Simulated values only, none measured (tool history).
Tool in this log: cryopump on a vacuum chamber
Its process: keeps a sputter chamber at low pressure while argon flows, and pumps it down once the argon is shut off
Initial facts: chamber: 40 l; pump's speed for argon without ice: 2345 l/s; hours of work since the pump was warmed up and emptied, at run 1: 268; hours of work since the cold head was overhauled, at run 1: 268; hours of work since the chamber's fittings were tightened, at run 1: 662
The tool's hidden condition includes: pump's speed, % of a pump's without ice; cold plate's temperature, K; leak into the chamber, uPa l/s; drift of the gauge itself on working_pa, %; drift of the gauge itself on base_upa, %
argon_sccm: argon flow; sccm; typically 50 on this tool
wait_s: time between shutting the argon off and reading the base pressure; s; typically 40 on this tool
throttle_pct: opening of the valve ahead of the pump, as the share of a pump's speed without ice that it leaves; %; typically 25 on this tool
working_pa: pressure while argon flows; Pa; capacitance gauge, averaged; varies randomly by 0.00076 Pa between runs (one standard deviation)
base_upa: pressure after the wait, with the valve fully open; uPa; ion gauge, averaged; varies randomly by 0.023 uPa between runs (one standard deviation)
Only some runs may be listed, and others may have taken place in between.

run    hour  argon_sccm  wait_s  throttle_pct  hours of work since the pump was warmed up and emptied  hours of work since the cold head was overhauled  hours of work since the chamber's fittings were tightened  working_pa  base_upa
  1     0.0          50      40            25                                                     268                                               268                                                        662      0.1455      0.92
  2    96.9          49      40            25                                                     343                                               343                                                        736      0.1444      0.95
  3   152.8          49      40            25                                                     385                                               385                                                        779      0.1445      0.96
  4   192.4          49      40            25                                                     416                                               416                                                        809      0.1447      0.97
  5   231.7          50      40            25                                                     446                                               446                                                        839      0.1483      1.02
  6   325.7          50      40            25                                                     518                                               518                                                        911      0.1486      1.00
  7   366.3          50      40            25                                                     549                                               549                                                        942      0.1477      1.01
  8   413.7          50      40            25                                                     585                                               585                                                        978      0.1485      1.06
  9   464.3          50     159            25                                                     624                                               624                                                       1017      0.1490      0.59
 10   523.0          30      40            25                                                     669                                               669                                                       1062      0.0903      1.09
 11   577.2          30      40            25                                                     710                                               710                                                       1104      0.0903      1.09
 12   630.4          50      40            25                                                     751                                               751                                                       1144      0.1500      1.12
 13   712.4          50      40            37                                                     814                                               814                                                       1207      0.1039      1.15
      728.1  -- pump warmed up, emptied and cooled again
 14   783.4          50      23            16                                                      42                                               864                                                       1258      0.2268      1.50
 15   837.5          70     111            45                                                      84                                               906                                                       1299      0.1137      0.68
 16   906.7          38      75            45                                                     137                                               959                                                       1352      0.0620      0.85
 17   999.3          43      31            22                                                     208                                              1030                                                       1423      0.1429      1.28
 18  1071.3          38      40            45                                                     263                                              1085                                                       1478      0.0630      1.13
 19  1163.4          38      40            45                                                     333                                              1155                                                       1549      0.0642      1.15
 20  1243.5          38      40            45                                                     395                                              1217                                                       1610      0.0632      1.18
 21  1308.6          40     135            30                                                     445                                              1267                                                       1660      0.0987      0.78
 22  1351.3          50      33            48                                                     477                                              1299                                                       1692      0.0805      1.31
 23  1420.8          43     290            48                                                     530                                              1352                                                       1746      0.0698      0.70
 24  1468.9          43     290            48                                                     567                                              1389                                                       1782      0.0686      0.73
 25  1541.8          40      24            32                                                     623                                              1445                                                       1838      0.0952      1.75
 26  1620.3          40     212            38                                                     683                                              1505                                                       1898      0.0815      0.84

Alternative continuations, all from the tool just after run 26; predict every row:
  A  1684.5          40      91            38                                                     732                                              1554                                                       1948           ?         ?
  B  1684.5          26     245            22                                                     732                                              1554                                                       1948           ?         ?
  C  1684.5          40     284            36                                                     732                                              1554                                                       1948           ?         ?

run  working_pa  base_upa
  A      0.0807      1.01
  B      0.0898      0.80
  C      0.0852      0.80
Without the tool's hidden state the same runs would have given:
run  working_pa  base_upa
  A      0.0754      0.41
  B      0.0863      0.22
  C      0.0800      0.22

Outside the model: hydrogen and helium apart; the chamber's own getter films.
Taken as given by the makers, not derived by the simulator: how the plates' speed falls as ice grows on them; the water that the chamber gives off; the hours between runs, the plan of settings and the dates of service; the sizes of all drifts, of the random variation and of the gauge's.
